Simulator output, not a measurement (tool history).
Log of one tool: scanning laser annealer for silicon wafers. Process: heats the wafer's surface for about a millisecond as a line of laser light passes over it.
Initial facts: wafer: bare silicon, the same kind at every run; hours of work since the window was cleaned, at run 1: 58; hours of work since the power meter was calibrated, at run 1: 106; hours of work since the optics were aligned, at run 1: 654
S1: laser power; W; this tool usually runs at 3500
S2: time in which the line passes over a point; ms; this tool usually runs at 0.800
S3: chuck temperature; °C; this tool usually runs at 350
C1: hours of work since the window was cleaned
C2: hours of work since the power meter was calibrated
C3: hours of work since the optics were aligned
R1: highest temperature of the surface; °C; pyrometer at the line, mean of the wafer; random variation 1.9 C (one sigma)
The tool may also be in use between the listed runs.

run	hour	S1	S2	S3	C1	C2	C3	R1
1	0.0	3500	0.800	350	58	106	654	1145
2	18.2	3500	0.800	364	73	120	669	1158
3	28.2	3500	0.800	364	81	128	677	1154
4	37.0	3500	0.800	364	88	135	684	1156
5	47.4	3500	0.800	350	96	143	692	1145
6	65.1	3500	0.800	350	110	157	706	1143
7	79.1	3500	0.800	350	121	169	717	1143
8	90.7	3500	0.800	350	131	178	727	1142
9	103.0	3500	0.800	350	140	188	737	1142
10	114.7	3500	0.800	350	150	197	746	1142
11	133.3	3500	0.800	350	164	212	761	1145
12	147.3	3500	0.800	350	176	223	772	1139
13	164.2	3500	0.800	383	189	237	785	1173
14	177.9	3500	0.800	350	200	247	796	1138
15	190.6	3500	0.800	350	210	258	806	1139
16	206.0	3500	0.800	350	222	270	819	1140
17	217.0	3557	0.800	350	231	279	827	1151
18	231.1	3557	0.800	350	242	290	839	1150
19	242.7	3557	0.800	350	252	299	848	1147
20	260.3	3500	0.756	350	266	313	862	1109
21	272.9	3638	0.790	350	276	323	872	1159
22	285.5	3125	0.958	314	286	333	882	1091
23	296.8	3125	0.763	372	295	342	891	1055
24	306.2	3125	0.645	373	302	350	899	995
25	317.0	3256	0.800	350	311	358	907	1081
26	335.7	3755	0.987	323	326	373	922	1273
27	346.0	3500	0.813	350	334	382	930	1142
28	361.8	3363	0.850	338	347	394	943	1117
29	378.2	3500	0.931	350	360	407	956	1206
30	397.5	3500	0.700	376	375	423	971	1101
31	413.6	3500	0.646	380	388	435	984	1075
32	431.2	3748	0.679	315	402	449	998	1075
33	443.1	3711	0.865	350	412	459	1008	1213
34	454.4	3500	0.815	350	421	468	1017	1139
35	470.6	3499	0.804	350	433	481	1030	1135
36	489.8	3499	0.804	350	449	496	1045	1132
37	505.4	3775	0.804	351	461	509	1057	1196
38	515.8	3445	0.726	345	469	517	1066	1070
39	534.5	3445	0.726	345	484	532	1081	1069

Consider 4 possible next runs. They are alternatives, not a sequence: every one starts from the tool as it was left by run 39. What does each give?
A	547.9	2986	0.888	360	495	543	1091	?
B	547.9	3538	0.800	353	495	543	1091	?
C	547.9	3318	0.726	345	495	543	1091	?
D	547.9	3829	0.800	333	495	543	1091	?

run	R1
A	1068
B	1139
C	1042
D	1187
With no hidden state in the tool, these same runs would have given:
run	R1
A	1087
B	1161
C	1061
D	1210
